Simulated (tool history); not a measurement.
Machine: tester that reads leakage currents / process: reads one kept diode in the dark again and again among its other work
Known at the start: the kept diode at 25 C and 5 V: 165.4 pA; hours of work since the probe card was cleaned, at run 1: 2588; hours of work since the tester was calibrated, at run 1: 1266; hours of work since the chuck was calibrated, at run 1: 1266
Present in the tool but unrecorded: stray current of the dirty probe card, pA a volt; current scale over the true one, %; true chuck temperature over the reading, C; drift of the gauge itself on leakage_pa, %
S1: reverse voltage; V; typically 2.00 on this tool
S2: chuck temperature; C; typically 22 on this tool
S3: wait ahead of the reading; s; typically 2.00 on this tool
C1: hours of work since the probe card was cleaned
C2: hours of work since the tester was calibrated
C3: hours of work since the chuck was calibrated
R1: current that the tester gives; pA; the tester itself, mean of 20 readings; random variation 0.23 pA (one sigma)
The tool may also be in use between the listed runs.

Run 1, hour 0.0: usual settings; C1 2588; C2 1266; C3 1266. Result: R1 76.31 pA.
Run 2, hour 45.9: usual settings; C1 2617; C2 1294; C3 1294. Result: R1 76.65 pA.
Run 3, hour 95.4: usual settings; C1 2647; C2 1325; C3 1325. Result: R1 76.29 pA.
Run 4, hour 127.1: usual settings; C1 2667; C2 1344; C3 1344. Result: R1 76.15 pA.
Run 5, hour 156.4: usual settings but S2 23 C; C1 2685; C2 1362; C3 1362. Result: R1 83.83 pA.
Run 6, hour 196.1: usual settings but S2 23 C; C1 2709; C2 1387; C3 1387. Result: R1 83.84 pA.
Run 7, hour 238.3: usual settings; C1 2735; C2 1413; C3 1413. Result: R1 75.99 pA.
Run 8, hour 290.7: usual settings; C1 2768; C2 1445; C3 1445. Result: R1 75.79 pA.
Run 9, hour 340.0: usual settings; C1 2798; C2 1476; C3 1476. Result: R1 76.78 pA.
Run 10, hour 368.6: usual settings; C1 2816; C2 1493; C3 1493. Result: R1 77.19 pA.
Run 11, hour 415.6: usual settings but S1 4.95 V, S3 3.08 s; C1 2845; C2 1522; C3 1522. Result: R1 124.11 pA.
Run 12, hour 462.2: usual settings but S1 4.95 V, S2 52 C, S3 6.77 s; C1 2873; C2 1551; C3 1551. Result: R1 1684.97 pA.
Run 13, hour 513.2: usual settings but S1 8.99 V, S2 55 C, S3 2.30 s; C1 2905; C2 1582; C3 1582. Result: R1 2935.34 pA.
Run 14, hour 565.9: usual settings but S1 8.99 V, S2 55 C, S3 2.30 s; C1 2937; C2 1615; C3 1615. Result: R1 2936.84 pA.
Run 15, hour 601.6: usual settings but S1 1.32 V, S2 31 C, S3 3.69 s; C1 2959; C2 1637; C3 1637. Result: R1 140.29 pA.
Run 16, hour 630.8: usual settings but S1 1.38 V, S2 34 C, S3 7.99 s; C1 2977; C2 1655; C3 1655. Result: R1 188.85 pA.
Run 17, hour 699.2: usual settings but S1 1.38 V, S2 34 C, S3 7.99 s; C1 3020; C2 1697; C3 1697. Result: R1 188.39 pA.
Run 18, hour 761.9: usual settings but S1 1.38 V, S2 44 C, S3 2.22 s; C1 3058; C2 1736; C3 1736. Result: R1 441.95 pA.
Run 19, hour 799.2: usual settings but S1 8.42 V, S2 32 C, S3 2.55 s; C1 3081; C2 1759; C3 1759. Result: R1 416.23 pA.

5 options for the next run, each taken on its own from the tool as it stands now. Forecast them:
Run A, hour 856.2: usual settings but S1 1.16 V, S2 23 C, S3 6.92 s; C1 3117; C2 1794; C3 1794. Result: R1 ?.
Run B, hour 856.2: usual settings but S1 5.76 V, S2 30 C, S3 5.25 s; C1 3117; C2 1794; C3 1794. Result: R1 ?.
Run C, hour 856.2: usual settings but S1 9.72 V, S2 44 C, S3 3.46 s; C1 3117; C2 1794; C3 1794. Result: R1 ?.
Run D, hour 856.2: usual settings but S1 3.81 V, S2 21 C, S3 9.96 s; C1 3117; C2 1794; C3 1794. Result: R1 ?.
Run E, hour 856.2: usual settings but S1 7.88 V; C1 3117; C2 1794; C3 1794. Result: R1 ?.

run       R1
  A    62.94
  B   283.70
  C  1269.29
  D    98.06
  E   159.97
Take away the tool's hidden state, keep each run's random variation, and the runs would have read:
run       R1
  A    62.88
  B   283.42
  C  1268.29
  D    97.94
  E   159.75
